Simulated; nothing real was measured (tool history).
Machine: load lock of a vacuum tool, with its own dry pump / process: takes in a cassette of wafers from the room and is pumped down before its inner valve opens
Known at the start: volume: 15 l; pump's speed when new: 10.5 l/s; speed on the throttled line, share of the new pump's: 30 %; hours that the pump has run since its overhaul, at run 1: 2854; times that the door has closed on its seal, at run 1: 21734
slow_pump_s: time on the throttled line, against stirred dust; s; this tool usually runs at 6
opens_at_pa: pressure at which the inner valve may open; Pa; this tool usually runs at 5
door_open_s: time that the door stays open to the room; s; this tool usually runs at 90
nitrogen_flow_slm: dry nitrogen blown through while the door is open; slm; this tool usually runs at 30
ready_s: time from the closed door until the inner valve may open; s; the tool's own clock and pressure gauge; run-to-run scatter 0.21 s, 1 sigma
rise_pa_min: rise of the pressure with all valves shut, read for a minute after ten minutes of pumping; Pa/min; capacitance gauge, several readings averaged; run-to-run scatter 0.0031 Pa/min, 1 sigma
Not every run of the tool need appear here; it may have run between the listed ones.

run,day,slow_pump_s,opens_at_pa,door_open_s,nitrogen_flow_slm,hours that the pump has run since its overhaul,times that the door has closed on its seal,"incoming humidity of the room's air, %",ready_s,rise_pa_min
1,0,6,5,90,30,2854,21734,46.4,19,0.468
2,2.308,6,5,91,30,2910,21920,45.9,18.3,0.472
3,7.383,6,5,91,30,3032,22327,40.2,18.3,0.482
4,12.625,6,5,90,30,3157,22748,45.6,18.8,0.502
5,15.838,6,5,90,30,3234,23006,49.5,18.4,0.514
6,20.225,6,5,90,30,3340,23358,44.4,18.8,0.518
7,23.708,6,5,90,30,3423,23638,48.1,18.8,0.536
8,27.012,6,4,90,30,3503,23903,41.6,19.2,0.526
9,32.183,6,4,90,30,3627,24319,46.6,19.1,0.55
10,36.971,6,4,90,30,3742,24703,45.8,19,0.553
11,41.938,6,4,90,30,3861,25102,45.6,18.9,0.581
12,44.229,6,4,90,30,3916,25286,46.6,19,0.571
13,47.517,6,4,90,30,3995,25550,45.9,18.9,0.582
14,52.442,6,8,90,30,4113,25945,43.5,17.9,0.599
15,56.5,6,8,90,30,4210,26271,47,18.1,0.608
16,59.812,3,8,44,30,4290,26537,44.1,16.1,0.594
17,64.85,3,9,44,30,4411,26941,42.2,16.2,0.614
18,69.588,3,9,44,30,4525,27322,43.5,16,0.634
19,74.167,3,8,44,17,4634,27690,43.9,16,0.666

Each row is a separate what-if for the run after 19, all from the same tool condition, not one after another. Results?
A,76.392,6,5,90,27,4688,27868,42.4,?,?
B,76.392,3,8,89,7,4688,27868,44.4,?,?
C,76.392,6,5,104,4,4688,27868,42.3,?,?
D,76.392,9,5,90,12,4688,27868,46.2,?,?
E,76.392,6,10,90,30,4688,27868,42.3,?,?

run,ready_s,rise_pa_min
A,18.8,0.66
B,15.9,0.707
C,19.2,0.695
D,20.6,0.675
E,17.8,0.668
With no hidden state in the tool, these same runs would have given:
run,ready_s,rise_pa_min
A,18.6,0.066
B,15.6,0.104
C,19,0.108
D,20.4,0.087
E,17.6,0.059
